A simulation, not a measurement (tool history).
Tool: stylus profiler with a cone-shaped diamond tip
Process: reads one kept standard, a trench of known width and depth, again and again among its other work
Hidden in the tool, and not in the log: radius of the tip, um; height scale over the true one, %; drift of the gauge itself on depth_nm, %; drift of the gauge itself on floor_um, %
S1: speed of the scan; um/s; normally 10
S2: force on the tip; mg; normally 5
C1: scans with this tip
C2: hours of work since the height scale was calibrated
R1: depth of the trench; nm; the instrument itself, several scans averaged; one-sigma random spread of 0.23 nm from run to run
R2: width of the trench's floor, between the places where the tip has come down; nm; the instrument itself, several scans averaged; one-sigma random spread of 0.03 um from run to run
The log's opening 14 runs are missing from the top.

run,day,S1,S2,C1,C2,R1,R2
15,12.046,9,3.53,4132,398,1010.77,45990
16,12.921,10,4.25,4267,412,1011.95,45960
17,13.842,10,4.52,4410,425,1012.81,46020
18,14.883,10,5,4571,441,1014.01,45990
19,15.725,10,4.3,4702,453,1012.34,46000
20,16.654,10,4.3,4846,467,1012.39,45990
21,17.621,10,5.03,4996,482,1013.41,45980
22,18.704,34,5,5164,498,1013.84,45850
23,19.725,23,4.31,5322,513,1012.02,45930
24,20.321,7,3.25,5415,522,1010.12,45970
25,21.1,10,14.69,5535,534,1028.21,45960
26,22.079,10,14.69,5687,548,1028.09,46000
27,22.917,10,14.69,5817,561,1028.4,45960
28,23.371,3,1.86,5887,568,1006.78,45970
29,24.071,2,2.01,5996,578,1007.7,45970
30,24.783,5,1.85,6106,589,1006.51,45950
31,25.621,4,7.71,6236,601,1018.43,45980
32,26.292,2,1.78,6340,611,1006.65,45980
33,26.783,18,5.37,6416,619,1014.05,45940
34,27.233,18,5.37,6486,626,1014.58,45890

For run 35, what comes out?
35,27.946,18,5.37,6596,636,?,?

Run 35 produced R1 1014.16 nm, R2 45990 nm.
With no hidden state in the tool, this same run would have given R1 1014.19 nm, R2 45990 nm.
